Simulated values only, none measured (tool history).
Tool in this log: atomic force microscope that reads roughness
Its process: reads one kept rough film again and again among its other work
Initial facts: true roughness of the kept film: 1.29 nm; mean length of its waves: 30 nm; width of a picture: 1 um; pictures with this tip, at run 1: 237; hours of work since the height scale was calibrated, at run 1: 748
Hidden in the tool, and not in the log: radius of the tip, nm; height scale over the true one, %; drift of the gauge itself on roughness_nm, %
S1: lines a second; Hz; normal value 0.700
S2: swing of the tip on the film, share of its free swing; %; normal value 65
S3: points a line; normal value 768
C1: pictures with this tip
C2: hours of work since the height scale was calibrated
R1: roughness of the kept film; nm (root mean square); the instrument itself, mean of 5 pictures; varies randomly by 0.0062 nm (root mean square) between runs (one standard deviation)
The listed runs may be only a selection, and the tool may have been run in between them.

run	hour	S1	S2	S3	C1	C2	R1
1	0.0	0.700	65	768	237	748	1.067
2	13.2	0.700	65	768	268	758	1.052
3	34.8	0.700	65	768	320	774	1.029
# hour 36.8: new tip fitted
4	50.9	0.700	65	768	34	786	1.163
5	76.7	0.700	65	768	95	805	1.139
6	90.0	0.700	65	768	127	815	1.104
7	115.6	0.700	65	768	188	834	1.081
8	131.4	0.700	65	768	225	846	1.060
9	148.8	0.700	65	768	266	859	1.041
10	168.7	0.700	65	768	314	874	1.016
# hour 172.6: new tip fitted
11	182.4	0.700	65	296	23	884	1.156
12	196.0	0.700	65	768	56	894	1.153
13	211.5	0.700	65	768	93	906	1.114
# hour 214.5: height scale calibrated on a step standard
14	225.4	0.700	65	768	123	8	1.110
15	240.6	0.807	57	899	159	20	1.105
16	252.1	0.558	74	970	187	28	1.075
# hour 260.1: height scale calibrated on a step standard, once more
17	273.2	0.700	65	768	234	10	1.066
18	297.2	0.677	78	768	292	28	1.008
# hour 310.7: new tip fitted
19	324.7	1.815	61	511	33	48	1.154
20	343.5	1.815	61	511	78	62	1.132
21	359.1	1.815	61	511	115	74	1.109
22	385.2	1.208	78	538	177	94	1.049
23	399.1	0.961	70	768	210	104	1.062
24	413.4	0.961	70	768	244	115	1.052
25	434.7	0.961	70	768	294	131	1.021

4 ways to go on from here, each from the tool as it stands after run 25. What would each give?
# hour 446.3: new tip fitted
A	458.6	0.700	65	806	29	148	?
# hour 446.3: new tip fitted
B	458.6	1.515	64	563	29	148	?
# hour 446.3: new tip fitted
C	458.6	1.235	64	768	29	148	?
# hour 446.3: new tip fitted
D	458.6	1.290	65	880	29	148	?

run	R1
A	1.158
B	1.144
C	1.151
D	1.149
Stripped of hidden state, with their random variation kept, the same runs would have yielded:
run	R1
A	1.184
B	1.170
C	1.177
D	1.175
